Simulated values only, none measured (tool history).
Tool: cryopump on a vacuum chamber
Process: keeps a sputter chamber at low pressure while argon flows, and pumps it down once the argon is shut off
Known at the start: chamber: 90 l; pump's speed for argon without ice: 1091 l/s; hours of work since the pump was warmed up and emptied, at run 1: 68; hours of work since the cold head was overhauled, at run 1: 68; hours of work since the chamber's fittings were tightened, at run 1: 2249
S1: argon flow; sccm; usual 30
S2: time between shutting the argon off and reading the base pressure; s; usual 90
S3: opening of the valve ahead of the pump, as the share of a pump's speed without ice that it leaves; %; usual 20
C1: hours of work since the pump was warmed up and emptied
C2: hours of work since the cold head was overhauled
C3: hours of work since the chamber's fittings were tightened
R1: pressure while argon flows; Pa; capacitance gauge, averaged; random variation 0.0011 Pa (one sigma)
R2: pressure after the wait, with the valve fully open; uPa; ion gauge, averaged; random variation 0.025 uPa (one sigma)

| run | day | S1 | S2 | S3 | C1 | C2 | C3 | R1 | R2 |
|---|---|---|---|---|---|---|---|---|---|
| 1 | 0.000 | 30 | 90 | 20 | 68 | 68 | 2249 | 0.2354 | 3.06 |
| 2 | 1.083 | 30 | 90 | 20 | 90 | 90 | 2271 | 0.2341 | 3.05 |
| 3 | 1.792 | 30 | 90 | 20 | 104 | 104 | 2285 | 0.2337 | 3.13 |
| 4 | 2.708 | 30 | 90 | 20 | 122 | 122 | 2303 | 0.2342 | 3.17 |
| 5 | 3.517 | 30 | 90 | 20 | 138 | 138 | 2319 | 0.2344 | 3.26 |
| 6 | 4.058 | 30 | 90 | 20 | 149 | 149 | 2330 | 0.2341 | 3.20 |
| 7 | 4.779 | 17 | 90 | 20 | 163 | 163 | 2344 | 0.1325 | 3.11 |
| 8 | 5.408 | 13 | 90 | 20 | 175 | 175 | 2357 | 0.1021 | 3.25 |
| 9 | 6.188 | 13 | 90 | 20 | 191 | 191 | 2372 | 0.1031 | 3.30 |
| 10 | 7.171 | 57 | 183 | 19 | 211 | 211 | 2392 | 0.4724 | 2.97 |
| 11 | 8.175 | 30 | 134 | 20 | 230 | 230 | 2412 | 0.2362 | 3.16 |

Forecast run 12:
| 12 | 8.933 | 41 | 277 | 31 | 245 | 245 | 2427 | ? | ? |

Run 12 gave R1 0.2122 Pa, R2 2.89 uPa.
Without the tool's hidden state the same run would have given R1 0.2060 Pa, R2 0.49 uPa.
